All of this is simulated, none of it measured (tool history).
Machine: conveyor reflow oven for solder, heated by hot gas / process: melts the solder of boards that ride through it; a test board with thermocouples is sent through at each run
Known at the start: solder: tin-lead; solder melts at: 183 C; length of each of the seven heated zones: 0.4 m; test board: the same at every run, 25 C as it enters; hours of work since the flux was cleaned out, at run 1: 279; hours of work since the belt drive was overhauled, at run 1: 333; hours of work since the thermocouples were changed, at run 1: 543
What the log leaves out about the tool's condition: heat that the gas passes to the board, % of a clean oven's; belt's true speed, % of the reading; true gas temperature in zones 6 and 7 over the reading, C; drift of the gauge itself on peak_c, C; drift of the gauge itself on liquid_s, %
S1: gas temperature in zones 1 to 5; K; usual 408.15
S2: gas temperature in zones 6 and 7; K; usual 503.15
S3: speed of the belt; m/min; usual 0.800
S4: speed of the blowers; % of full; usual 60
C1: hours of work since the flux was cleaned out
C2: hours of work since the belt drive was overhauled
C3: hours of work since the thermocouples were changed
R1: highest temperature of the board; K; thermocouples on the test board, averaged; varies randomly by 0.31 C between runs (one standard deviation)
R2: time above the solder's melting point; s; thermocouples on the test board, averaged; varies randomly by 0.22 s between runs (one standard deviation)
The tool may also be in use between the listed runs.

| run | day | S1 | S2 | S3 | S4 | C1 | C2 | C3 | R1 | R2 |
|---|---|---|---|---|---|---|---|---|---|---|
| 1 | 0.000 | 408.15 | 503.15 | 0.800 | 60 | 279 | 333 | 543 | 486.05 | 41.4 |
| 2 | 0.746 | 408.15 | 503.15 | 0.861 | 60 | 287 | 341 | 552 | 483.25 | 36.2 |
| 3 | 1.992 | 408.15 | 503.15 | 0.861 | 60 | 302 | 356 | 566 | 483.25 | 36.0 |
| 4 | 3.229 | 408.15 | 503.15 | 0.861 | 60 | 316 | 370 | 581 | 483.35 | 35.8 |
| 5 | 4.012 | 408.15 | 503.15 | 0.861 | 60 | 325 | 379 | 590 | 482.95 | 36.2 |
| 6 | 4.746 | 408.15 | 503.15 | 0.861 | 60 | 334 | 388 | 598 | 483.35 | 35.8 |
| 7 | 5.438 | 408.15 | 503.15 | 0.861 | 60 | 342 | 396 | 606 | 482.85 | 35.9 |
| 8 | 6.658 | 408.15 | 497.15 | 0.646 | 63 | 356 | 410 | 621 | 486.25 | 53.5 |
| 9 | 7.608 | 408.15 | 497.15 | 0.646 | 63 | 367 | 421 | 632 | 485.95 | 53.8 |

Run 10 has not been measured yet. What should we expect?
|  | 7.833 | belt drive overhauled, speed set with a stopwatch |
| 10 | 8.842 | 408.15 | 497.15 | 0.646 | 63 | 380 | 12 | 644 | ? | ? |

R1: 486.55 K
R2: 53.5 s
Take away the tool's hidden state, keep the run-to-run variation as it was, and the same run would have given R1 489.05 K, R2 55.8 s.
